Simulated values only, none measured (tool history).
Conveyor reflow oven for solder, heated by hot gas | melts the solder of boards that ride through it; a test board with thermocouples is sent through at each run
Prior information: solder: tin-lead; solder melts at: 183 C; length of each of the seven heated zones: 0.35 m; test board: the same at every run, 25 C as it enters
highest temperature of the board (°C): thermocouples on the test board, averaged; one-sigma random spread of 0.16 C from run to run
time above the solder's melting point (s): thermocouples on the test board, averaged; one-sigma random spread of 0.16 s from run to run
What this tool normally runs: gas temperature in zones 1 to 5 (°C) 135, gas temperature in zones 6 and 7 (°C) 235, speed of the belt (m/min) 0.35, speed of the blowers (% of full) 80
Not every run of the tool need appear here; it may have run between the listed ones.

run,day,gas temperature in zones 1 to 5 (°C),gas temperature in zones 6 and 7 (°C),speed of the belt (m/min),speed of the blowers (% of full),highest temperature of the board (°C),time above the solder's melting point (s)
1,0,135,235,0.35,80,225,98.9
2,2.067,135,235,0.35,80,225.2,98.9
# day 4.038: flux residue cleaned out of gas plates and filters
3,4.842,135,235,0.35,80,225.2,98.9
4,7.821,135,246,0.35,80,235.5,107.2
5,10.112,131,235,0.35,80,224.6,96.7
6,12.35,131,235,0.394,80,221.5,82.1
# day 14.779: flux residue cleaned out of gas plates and filters
7,15.488,135,229,0.35,75,218.6,92.4

Run 8 has not been measured yet. What should we expect?
8,18.575,135,229,0.35,75,?,?

highest temperature of the board (°C): 218.6
time above the solder's melting point (s): 92.3
Were there no unlogged condition in the tool, this run, its random variation unchanged, would have produced highest temperature of the board (°C) 218.6, time above the solder's melting point (s) 92.3.
